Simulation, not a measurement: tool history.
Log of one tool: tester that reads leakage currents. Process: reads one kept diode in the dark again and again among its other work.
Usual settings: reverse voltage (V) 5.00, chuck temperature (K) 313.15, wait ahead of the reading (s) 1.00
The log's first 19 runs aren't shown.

| run | day | reverse voltage (V) | chuck temperature (K) | wait ahead of the reading (s) | hours of work since the probe card was cleaned | hours of work since the tester was calibrated | hours of work since the chuck was calibrated | current that the tester gives (pA) |
|---|---|---|---|---|---|---|---|---|
| 20 | 37.567 | 5.00 | 313.15 | 1.00 | 1055 | 1731 | 386 | 131.60 |
| 21 | 40.317 | 1.32 | 316.15 | 8.76 | 1097 | 1774 | 428 | 91.48 |
| 22 | 43.133 | 1.56 | 295.15 | 0.76 | 1141 | 1817 | 472 | 19.15 |
| 23 | 45.175 | 1.56 | 297.15 | 0.84 | 1173 | 1849 | 504 | 22.49 |
| 24 | 47.742 | 5.00 | 313.15 | 0.61 | 1212 | 1889 | 544 | 132.34 |
| 25 | 49.196 | 5.00 | 313.15 | 0.61 | 1235 | 1911 | 566 | 132.09 |
| 26 | 50.846 | 5.00 | 325.15 | 0.47 | 1260 | 1937 | 592 | 311.44 |
| 27 | 52.829 | 5.00 | 318.15 | 9.64 | 1291 | 1968 | 622 | 189.31 |
| 28 | 54.604 | 3.99 | 311.15 | 0.74 | 1319 | 1995 | 650 | 102.03 |
| 29 | 56.171 | 3.99 | 311.15 | 0.74 | 1343 | 2019 | 674 | 101.96 |
| 30 | 57.546 | 5.00 | 329.15 | 0.70 | 1364 | 2041 | 695 | 410.20 |
| 31 | 60.042 | 5.00 | 329.15 | 0.70 | 1403 | 2079 | 734 | 410.36 |
| 32 | 61.317 | 1.88 | 301.15 | 1.13 | 1423 | 2099 | 754 | 33.45 |
| 33 | 62.862 | 8.12 | 294.15 | 1.00 | 1447 | 2123 | 778 | 41.69 |
| 34 | 64.904 | 1.16 | 295.15 | 0.85 | 1478 | 2155 | 809 | 16.75 |
| 35 | 66.104 | 3.63 | 297.15 | 6.03 | 1497 | 2173 | 828 | 33.63 |
| 36 | 68.379 | 17.85 | 297.15 | 6.03 | 1532 | 2209 | 863 | 79.42 |
| 37 | 70.183 | 7.39 | 313.15 | 0.69 | 1560 | 2237 | 891 | 156.22 |
| 38 | 71.704 | 3.32 | 324.15 | 3.04 | 1584 | 2260 | 915 | 239.37 |
| 39 | 74.212 | 11.78 | 297.15 | 0.43 | 1623 | 2299 | 954 | 64.10 |

3 ways to go on from here, each from the tool as it stands after run 39. What would each give?
| A | 75.904 | 4.00 | 313.15 | 7.62 | 1649 | 2325 | 980 | ? |
| B | 75.904 | 1.20 | 299.15 | 0.43 | 1649 | 2325 | 980 | ? |
| C | 75.904 | 1.38 | 332.15 | 1.88 | 1649 | 2325 | 980 | ? |

| run | current that the tester gives (pA) |
|---|---|
| A | 117.12 |
| B | 23.17 |
| C | 280.81 |
Without the tool's hidden state the same runs would have given:
| run | current that the tester gives (pA) |
|---|---|
| A | 117.19 |
| B | 22.77 |
| C | 289.68 |

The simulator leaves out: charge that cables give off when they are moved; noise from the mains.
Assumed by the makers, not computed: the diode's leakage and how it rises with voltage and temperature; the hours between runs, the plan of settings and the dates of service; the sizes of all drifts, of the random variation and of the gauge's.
